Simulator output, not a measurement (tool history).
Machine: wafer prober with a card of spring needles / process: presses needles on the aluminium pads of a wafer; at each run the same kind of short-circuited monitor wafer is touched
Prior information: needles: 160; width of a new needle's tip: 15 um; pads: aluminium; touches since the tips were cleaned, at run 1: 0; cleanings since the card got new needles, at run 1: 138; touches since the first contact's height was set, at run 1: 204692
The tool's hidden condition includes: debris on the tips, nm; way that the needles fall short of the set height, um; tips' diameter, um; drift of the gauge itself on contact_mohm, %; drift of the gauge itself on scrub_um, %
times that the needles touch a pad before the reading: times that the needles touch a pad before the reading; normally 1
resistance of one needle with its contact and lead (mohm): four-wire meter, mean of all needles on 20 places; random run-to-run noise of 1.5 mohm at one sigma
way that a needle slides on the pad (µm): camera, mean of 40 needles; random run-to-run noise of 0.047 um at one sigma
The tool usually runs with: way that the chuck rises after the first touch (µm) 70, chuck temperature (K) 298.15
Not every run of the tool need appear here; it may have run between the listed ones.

| run | hour | way that the chuck rises after the first touch (µm) | chuck temperature (K) | times that the needles touch a pad before the reading | touches since the tips were cleaned | cleanings since the card got new needles | touches since the first contact's height was set | resistance of one needle with its contact and lead (mohm) | way that a needle slides on the pad (µm) |
|---|---|---|---|---|---|---|---|---|---|
| 1 | 0.0 | 70 | 298.15 | 1 | 0 | 138 | 204692 | 147 | 18.08 |
|  | 15.6 | tips cleaned on abrasive film |
|  | 31.5 | tips cleaned on abrasive film |
|  | 47.4 | tips cleaned on abrasive film |
|  | 54.1 | height of the first contact set anew |
| 2 | 60.0 | 70 | 298.15 | 1 | 7263 | 141 | 3518 | 253 | 18.75 |
|  | 63.3 | tips cleaned on abrasive film |
|  | 79.0 | tips cleaned on abrasive film |
|  | 94.7 | tips cleaned on abrasive film |
|  | 107.8 | tips cleaned on abrasive film |
| 3 | 107.8 | 70 | 298.15 | 1 | 0 | 145 | 31479 | 149 | 18.58 |
|  | 123.8 | tips cleaned on abrasive film |
|  | 139.7 | tips cleaned on abrasive film |
|  | 155.6 | tips cleaned on abrasive film |
| 4 | 163.1 | 70 | 298.15 | 1 | 4378 | 148 | 63882 | 232 | 18.53 |
|  | 169.5 | tips cleaned on abrasive film |
|  | 182.3 | tips cleaned on abrasive film |
|  | 198.0 | tips cleaned on abrasive film |
| 5 | 206.0 | 70 | 298.15 | 1 | 4725 | 151 | 89034 | 247 | 18.46 |
|  | 212.5 | tips cleaned on abrasive film |
|  | 225.3 | tips cleaned on abrasive film |
|  | 238.1 | tips cleaned on abrasive film |
| 6 | 240.9 | 70 | 298.15 | 1 | 1687 | 154 | 109449 | 200 | 18.41 |
|  | 253.7 | tips cleaned on abrasive film |
|  | 269.7 | tips cleaned on abrasive film |
|  | 282.5 | tips cleaned on abrasive film |
|  | 288.7 | tips cleaned on abrasive film, once more |
| 7 | 294.9 | 70 | 298.15 | 1 | 3642 | 158 | 141059 | 244 | 18.34 |
|  | 304.5 | tips cleaned on abrasive film |
|  | 317.3 | tips cleaned on abrasive film |
|  | 330.1 | tips cleaned on abrasive film |
| 8 | 334.3 | 77 | 298.15 | 1 | 2471 | 161 | 164130 | 214 | 20.03 |
|  | 344.0 | tips cleaned on abrasive film |
|  | 359.6 | tips cleaned on abrasive film |
|  | 374.1 | tips cleaned on abrasive film |
| 9 | 374.1 | 70 | 298.15 | 1 | 0 | 164 | 187388 | 145 | 18.17 |
|  | 386.9 | tips cleaned on abrasive film |
|  | 402.8 | tips cleaned on abrasive film |
|  | 415.6 | tips cleaned on abrasive film |
| 10 | 425.4 | 70 | 298.15 | 1 | 5757 | 167 | 217490 | 266 | 18.03 |
|  | 428.7 | tips cleaned on abrasive film |
|  | 444.7 | tips cleaned on abrasive film |
|  | 457.5 | tips cleaned on abrasive film |
|  | 457.8 | height of the first contact set anew |
| 11 | 465.7 | 70 | 298.15 | 1 | 4663 | 170 | 4663 | 254 | 18.66 |
|  | 472.1 | tips cleaned on abrasive film |
|  | 484.9 | tips cleaned on abrasive film |
|  | 500.9 | tips cleaned on abrasive film |
|  | 516.5 | tips cleaned on abrasive film |
| 12 | 521.7 | 65 | 298.15 | 1 | 3072 | 174 | 37478 | 256 | 17.33 |
|  | 531.3 | tips cleaned on abrasive film |
|  | 544.1 | tips cleaned on abrasive film |
| 13 | 555.1 | 65 | 298.15 | 1 | 6445 | 176 | 57032 | 281 | 17.19 |
|  | 558.3 | tips cleaned on abrasive film |
|  | 571.1 | tips cleaned on abrasive film |
|  | 587.1 | tips cleaned on abrasive film |
|  | 603.1 | tips cleaned on abrasive film |
| 14 | 607.2 | 70 | 306.15 | 1 | 2440 | 180 | 87564 | 236 | 18.48 |
|  | 616.9 | tips cleaned on abrasive film |
|  | 629.7 | tips cleaned on abrasive film |
|  | 642.5 | tips cleaned on abrasive film |
|  | 658.4 | tips cleaned on abrasive film |
| 15 | 670.6 | 70 | 314.15 | 1 | 7200 | 184 | 124726 | 272 | 18.25 |
|  | 673.9 | tips cleaned on abrasive film |
|  | 689.6 | tips cleaned on abrasive film |
|  | 702.4 | tips cleaned on abrasive film |
| 16 | 709.9 | 63 | 318.15 | 2 | 4461 | 187 | 147729 | 227 | 16.32 |
|  | 716.4 | tips cleaned on abrasive film |
|  | 729.2 | tips cleaned on abrasive film |
|  | 745.0 | tips cleaned on abrasive film |
| 17 | 749.3 | 55 | 353.15 | 1 | 2480 | 190 | 170737 | 287 | 14.20 |

Estimate the outcome of run 18 from the log above:
|  | 758.9 | tips cleaned on abrasive film |
|  | 774.9 | tips cleaned on abrasive film |
|  | 790.8 | tips cleaned on abrasive film |
|  | 803.6 | tips cleaned on abrasive film |
|  | 816.5 | tips cleaned on abrasive film |
| 18 | 816.5 | 55 | 353.15 | 1 | 0 | 195 | 210096 | ? | ? |

{"run 18": {"resistance of one needle with its contact and lead (mohm)": 174, "way that a needle slides on the pad (µm)": 14.13}}
Take away the tool's hidden state, keep the run-to-run variation as it was, and the same run would have given resistance of one needle with its contact and lead (mohm) 148, way that a needle slides on the pad (µm) 14.76.
